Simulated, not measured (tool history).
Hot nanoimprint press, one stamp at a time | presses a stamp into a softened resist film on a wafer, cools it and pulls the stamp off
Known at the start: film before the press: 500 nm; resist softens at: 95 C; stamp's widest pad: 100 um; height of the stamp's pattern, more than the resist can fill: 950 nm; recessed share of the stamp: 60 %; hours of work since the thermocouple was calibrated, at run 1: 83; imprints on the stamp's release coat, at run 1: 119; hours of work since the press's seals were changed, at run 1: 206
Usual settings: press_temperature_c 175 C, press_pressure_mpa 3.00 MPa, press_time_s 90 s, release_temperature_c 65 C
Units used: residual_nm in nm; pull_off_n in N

| run | hour | press_temperature_c | press_pressure_mpa | press_time_s | release_temperature_c | hours of work since the thermocouple was calibrated | imprints on the stamp's release coat | hours of work since the press's seals were changed | residual_nm | pull_off_n |
|---|---|---|---|---|---|---|---|---|---|---|
| 1 | 0.0 | 175 | 3.00 | 90 | 65 | 83 | 119 | 206 | 216.7 | 166 |
| 2 | 9.3 | 175 | 3.00 | 90 | 65 | 89 | 139 | 212 | 214.2 | 160 |
| 3 | 14.5 | 175 | 3.00 | 90 | 65 | 93 | 149 | 216 | 215.4 | 165 |
| 4 | 20.6 | 175 | 3.00 | 90 | 65 | 97 | 162 | 220 | 214.7 | 161 |
| 5 | 29.4 | 170 | 3.00 | 90 | 65 | 103 | 180 | 226 | 249.3 | 164 |
| 6 | 34.4 | 170 | 3.00 | 65 | 65 | 106 | 191 | 229 | 277.5 | 162 |
| 7 | 43.7 | 170 | 3.00 | 65 | 65 | 113 | 210 | 236 | 276.3 | 170 |
| 8 | 52.6 | 170 | 3.00 | 65 | 65 | 119 | 228 | 242 | 274.6 | 167 |
| 9 | 60.2 | 175 | 3.00 | 90 | 65 | 124 | 244 | 247 | 216.9 | 164 |
| 10 | 68.2 | 175 | 3.00 | 90 | 65 | 129 | 261 | 252 | 218.9 | 174 |
| 11 | 73.8 | 175 | 3.00 | 90 | 65 | 133 | 272 | 256 | 216.7 | 165 |
| 12 | 78.4 | 175 | 3.00 | 90 | 65 | 136 | 282 | 259 | 215.6 | 167 |
| 13 | 87.7 | 175 | 3.00 | 90 | 65 | 142 | 301 | 265 | 214.4 | 170 |
| 14 | 95.3 | 175 | 2.91 | 90 | 65 | 148 | 317 | 270 | 219.6 | 168 |
| 15 | 103.2 | 175 | 3.00 | 90 | 65 | 153 | 333 | 276 | 215.2 | 169 |
| 16 | 109.7 | 185 | 3.00 | 134 | 54 | 157 | 347 | 280 | 142.9 | 210 |
| 17 | 115.8 | 187 | 2.52 | 76 | 56 | 161 | 360 | 284 | 185.8 | 205 |
| 18 | 124.7 | 187 | 2.52 | 76 | 56 | 167 | 378 | 290 | 184.0 | 207 |
| 19 | 133.5 | 175 | 1.87 | 81 | 65 | 173 | 396 | 296 | 280.0 | 165 |
| 20 | 137.5 | 172 | 2.58 | 58 | 50 | 176 | 405 | 299 | 293.5 | 228 |
| 21 | 145.4 | 172 | 2.58 | 58 | 50 | 181 | 421 | 304 | 295.6 | 241 |
| 22 | 152.4 | 175 | 3.19 | 51 | 56 | 186 | 436 | 309 | 259.1 | 199 |
| 23 | 157.7 | 175 | 3.19 | 51 | 56 | 190 | 447 | 313 | 255.8 | 205 |
| 24 | 166.1 | 175 | 3.19 | 90 | 53 | 195 | 464 | 318 | 212.3 | 210 |
| 25 | 170.7 | 175 | 3.19 | 90 | 53 | 198 | 474 | 321 | 212.6 | 218 |
| 26 | 178.7 | 175 | 3.19 | 90 | 53 | 204 | 490 | 327 | 213.1 | 216 |
| 27 | 182.5 | 181 | 3.00 | 75 | 58 | 206 | 498 | 329 | 197.2 | 199 |
| 28 | 189.6 | 175 | 2.89 | 80 | 65 | 211 | 513 | 334 | 231.2 | 163 |
| 29 | 198.7 | 181 | 1.87 | 134 | 61 | 217 | 532 | 340 | 203.5 | 189 |
| 30 | 203.9 | 185 | 2.49 | 90 | 65 | 221 | 543 | 344 | 185.6 | 166 |

Some steps in residual_nm, run to run, broken into two amounts with sign: the step expected even without the hidden condition (settings, incoming material, random variation), and the rest, left for the hidden condition together with whatever gauge scatter is not in both the measured and the hidden-condition-free result:
What the log doesn't record here: true temperature over the reading, C; pressure that arrives at the usual setting, %; grip of the stamp's worn release coat, % over a new coat's; drift of the gauge itself on residual_nm, %; drift of the gauge itself on pull_off_n, %.
Run 8 -> 9: press_temperature_c 170 -> 175, press_time_s 65 -> 90. residual_nm -57.7 nm: hidden state -0.1, all else -57.6.
Run 15 -> 16: press_temperature_c 175 -> 185, press_time_s 90 -> 134, release_temperature_c 65 -> 54. residual_nm -72.3 nm: hidden state -0.7, all else -71.6.
Run 18 -> 19: press_temperature_c 187 -> 175, press_pressure_mpa 2.52 -> 1.87, press_time_s 76 -> 81, release_temperature_c 56 -> 65. residual_nm +96.0 nm: hidden state +0.7, all else +95.3.
Run 28 -> 29: press_temperature_c 175 -> 181, press_pressure_mpa 2.89 -> 1.87, press_time_s 80 -> 134, release_temperature_c 65 -> 61. residual_nm -27.7 nm: hidden state -0.9, all else -26.8.

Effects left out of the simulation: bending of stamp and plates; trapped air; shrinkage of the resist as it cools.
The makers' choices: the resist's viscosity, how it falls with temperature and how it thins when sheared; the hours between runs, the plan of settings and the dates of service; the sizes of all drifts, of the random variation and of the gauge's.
